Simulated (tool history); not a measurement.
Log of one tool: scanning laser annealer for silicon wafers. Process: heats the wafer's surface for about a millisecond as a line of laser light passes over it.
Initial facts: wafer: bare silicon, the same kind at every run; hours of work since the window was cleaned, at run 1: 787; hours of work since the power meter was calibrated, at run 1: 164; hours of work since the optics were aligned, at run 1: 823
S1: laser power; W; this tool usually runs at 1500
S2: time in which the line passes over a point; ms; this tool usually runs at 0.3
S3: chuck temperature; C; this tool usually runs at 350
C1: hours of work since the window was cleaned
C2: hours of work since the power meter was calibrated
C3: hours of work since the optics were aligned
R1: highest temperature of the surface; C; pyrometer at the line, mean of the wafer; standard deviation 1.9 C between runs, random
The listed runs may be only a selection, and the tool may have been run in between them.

run 1 hour=0 | S1=1500 S2=0.3 S3=350 | C1=787 C2=164 C3=823 | R1=1151
run 2 hour=7 | S1=1500 S2=0.3 S3=350 | C1=790 C2=167 C3=826 | R1=1150
run 3 hour=19.5 | S1=1500 S2=0.3 S3=350 | C1=796 C2=172 C3=831 | R1=1150
run 4 hour=28.2 | S1=1500 S2=0.3 S3=350 | C1=799 C2=176 C3=835 | R1=1150
run 5 hour=37.8 | S1=1500 S2=0.3 S3=350 | C1=803 C2=180 C3=839 | R1=1152
run 6 hour=45.7 | S1=1500 S2=0.3 S3=350 | C1=807 C2=183 C3=842 | R1=1154
run 7 hour=57.5 | S1=1548 S2=0.3 S3=350 | C1=812 C2=189 C3=847 | R1=1182
run 8 hour=72.1 | S1=1548 S2=0.3 S3=337 | C1=818 C2=195 C3=853 | R1=1165
run 9 hour=79 | S1=1548 S2=0.3 S3=337 | C1=821 C2=198 C3=856 | R1=1163
run 10 hour=93.1 | S1=1548 S2=0.3 S3=337 | C1=827 C2=204 C3=862 | R1=1165
run 11 hour=102 | S1=1545 S2=0.3 S3=337 | C1=831 C2=207 C3=866 | R1=1168
run 12 hour=114.3 | S1=1500 S2=0.3 S3=350 | C1=836 C2=213 C3=871 | R1=1147
run 13 hour=130.1 | S1=1500 S2=0.3 S3=350 | C1=843 C2=219 C3=878 | R1=1152
run 14 hour=144.9 | S1=1500 S2=0.3 S3=350 | C1=849 C2=226 C3=884 | R1=1150
run 15 hour=153 | S1=1500 S2=0.3 S3=350 | C1=852 C2=229 C3=888 | R1=1152
run 16 hour=168.6 | S1=1500 S2=0.3 S3=350 | C1=859 C2=236 C3=894 | R1=1150
-- hour=177.3 optics aligned, line set to its width
run 17 hour=183.2 | S1=1500 S2=0.233 S3=350 | C1=863 C2=240 C3=3 | R1=1063
run 18 hour=197.8 | S1=1500 S2=0.233 S3=350 | C1=869 C2=246 C3=9 | R1=1068
run 19 hour=204.5 | S1=1500 S2=0.233 S3=319 | C1=872 C2=249 C3=12 | R1=1035
run 20 hour=220.5 | S1=1500 S2=0.233 S3=319 | C1=879 C2=256 C3=18 | R1=1031
run 21 hour=230.5 | S1=1500 S2=0.233 S3=319 | C1=883 C2=260 C3=23 | R1=1038
run 22 hour=241.4 | S1=1500 S2=0.266 S3=350 | C1=888 C2=265 C3=27 | R1=1112
run 23 hour=251.8 | S1=1500 S2=0.3 S3=382 | C1=892 C2=269 C3=32 | R1=1192
run 24 hour=265.2 | S1=1500 S2=0.363 S3=350 | C1=898 C2=275 C3=37 | R1=1229
run 25 hour=275.8 | S1=1597 S2=0.212 S3=350 | C1=903 C2=279 C3=42 | R1=1088
-- hour=289.8 window over the wafer cleaned
run 26 hour=293.2 | S1=1558 S2=0.212 S3=351 | C1=1 C2=286 C3=48 | R1=1086
run 27 hour=303.6 | S1=1597 S2=0.3 S3=311 | C1=6 C2=290 C3=53 | R1=1200
run 28 hour=318.5 | S1=1597 S2=0.3 S3=311 | C1=12 C2=297 C3=59 | R1=1200
run 29 hour=327.3 | S1=1500 S2=0.3 S3=333 | C1=16 C2=300 C3=63 | R1=1160
run 30 hour=341.5 | S1=1500 S2=0.3 S3=333 | C1=22 C2=306 C3=69 | R1=1157
run 31 hour=352.6 | S1=1372 S2=0.309 S3=334 | C1=27 C2=311 C3=74 | R1=1088
run 32 hour=363.7 | S1=1500 S2=0.239 S3=353 | C1=31 C2=316 C3=78 | R1=1096
run 33 hour=373.9 | S1=1500 S2=0.237 S3=377 | C1=36 C2=320 C3=83 | R1=1118
run 34 hour=382.3 | S1=1381 S2=0.237 S3=349 | C1=39 C2=324 C3=86 | R1=1024
run 35 hour=393.2 | S1=1381 S2=0.37 S3=318 | C1=44 C2=328 C3=91 | R1=1142
run 36 hour=405 | S1=1373 S2=0.281 S3=345 | C1=49 C2=333 C3=96 | R1=1067
run 37 hour=411.9 | S1=1451 S2=0.318 S3=358 | C1=52 C2=336 C3=99 | R1=1172
run 38 hour=426.4 | S1=1451 S2=0.318 S3=358 | C1=58 C2=343 C3=105 | R1=1174
run 39 hour=439.2 | S1=1322 S2=0.21 S3=350 | C1=64 C2=348 C3=111 | R1=955
run 40 hour=452.4 | S1=1608 S2=0.285 S3=373 | C1=69 C2=354 C3=116 | R1=1243
run 41 hour=461.4 | S1=1608 S2=0.285 S3=373 | C1=73 C2=357 C3=120 | R1=1243

Branching from run 41: 3 alternative next runs. What would each branch give?
run A hour=471.8 | S1=1500 S2=0.348 S3=314 | C1=77 C2=362 C3=124 | R1=?
run B hour=471.8 | S1=1500 S2=0.3 S3=363 | C1=77 C2=362 C3=124 | R1=?
run C hour=471.8 | S1=1542 S2=0.285 S3=353 | C1=77 C2=362 C3=124 | R1=?

run=A R1=1194
run=B R1=1185
run=C R1=1182
Had the tool no hidden state, the same runs would have come out as:
run=A R1=1206
run=B R1=1196
run=C R1=1193
